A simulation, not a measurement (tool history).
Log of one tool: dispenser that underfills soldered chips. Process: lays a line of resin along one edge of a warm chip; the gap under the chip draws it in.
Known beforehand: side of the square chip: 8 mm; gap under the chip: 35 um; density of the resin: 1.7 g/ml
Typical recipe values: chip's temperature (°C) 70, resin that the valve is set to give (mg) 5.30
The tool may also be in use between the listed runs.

| run | hour | chip's temperature (°C) | resin that the valve is set to give (mg) | time until the resin shows at the far edge (s) | resin that the valve gave (mg) |
|---|---|---|---|---|---|
| 1 | 0.0 | 70 | 5.30 | 38.1 | 5.07 |
| 2 | 2.2 | 70 | 5.30 | 39.9 | 5.05 |
| 3 | 5.9 | 70 | 5.30 | 44.1 | 5.09 |
|  | 9.0 | new syringe of resin |
| 4 | 9.0 | 70 | 5.30 | 35.5 | 5.06 |
| 5 | 12.5 | 70 | 5.30 | 38.7 | 5.09 |
| 6 | 16.6 | 70 | 4.65 | 46.2 | 4.44 |
|  | 19.4 | new syringe of resin |
| 7 | 21.7 | 70 | 4.65 | 40.9 | 4.42 |
| 8 | 25.6 | 70 | 6.35 | 39.7 | 6.05 |
| 9 | 29.1 | 70 | 6.35 | 45.3 | 6.04 |
|  | 29.8 | new syringe of resin |
|  | 32.9 | dispensing valve cleaned and set on the balance |
| 10 | 35.0 | 70 | 6.35 | 38.6 | 6.36 |
| 11 | 38.2 | 71 | 4.65 | 43.1 | 4.66 |
|  | 41.2 | new syringe of resin |
| 12 | 41.4 | 73 | 5.88 | 29.4 | 5.86 |
| 13 | 45.9 | 70 | 4.57 | 41.4 | 4.55 |
| 14 | 50.0 | 70 | 4.57 | 46.7 | 4.58 |
|  | 51.5 | new syringe of resin |
| 15 | 52.5 | 70 | 4.57 | 39.6 | 4.54 |
| 16 | 54.9 | 71 | 5.92 | 35.5 | 5.91 |
| 17 | 59.7 | 71 | 5.92 | 40.7 | 5.88 |
|  | 62.0 | new syringe of resin |
| 18 | 64.8 | 71 | 4.61 | 36.8 | 4.56 |
| 19 | 68.4 | 71 | 4.61 | 40.1 | 4.58 |
| 20 | 71.2 | 71 | 4.61 | 43.9 | 4.59 |

Here are 5 independent what-if runs from the current tool condition. What would each one return?
|  | 72.5 | new syringe of resin |
| A | 73.6 | 80 | 4.76 | ? | ? |
|  | 72.5 | new syringe of resin |
| B | 73.6 | 71 | 5.80 | ? | ? |
|  | 72.5 | new syringe of resin |
| C | 73.6 | 75 | 5.32 | ? | ? |
|  | 72.5 | new syringe of resin |
| D | 73.6 | 61 | 6.40 | ? | ? |
|  | 72.5 | new syringe of resin |
| E | 73.6 | 63 | 4.99 | ? | ? |

| run | time until the resin shows at the far edge (s) | resin that the valve gave (mg) |
|---|---|---|
| A | 24.6 | 4.67 |
| B | 34.3 | 5.73 |
| C | 28.9 | 5.24 |
| D | 54.9 | 6.30 |
| E | 52.0 | 4.96 |
With no hidden state in the tool, these same runs would have given:
| run | time until the resin shows at the far edge (s) | resin that the valve gave (mg) |
|---|---|---|
| A | 23.4 | 4.73 |
| B | 32.8 | 5.80 |
| C | 27.6 | 5.30 |
| D | 52.5 | 6.38 |
| E | 49.6 | 5.02 |
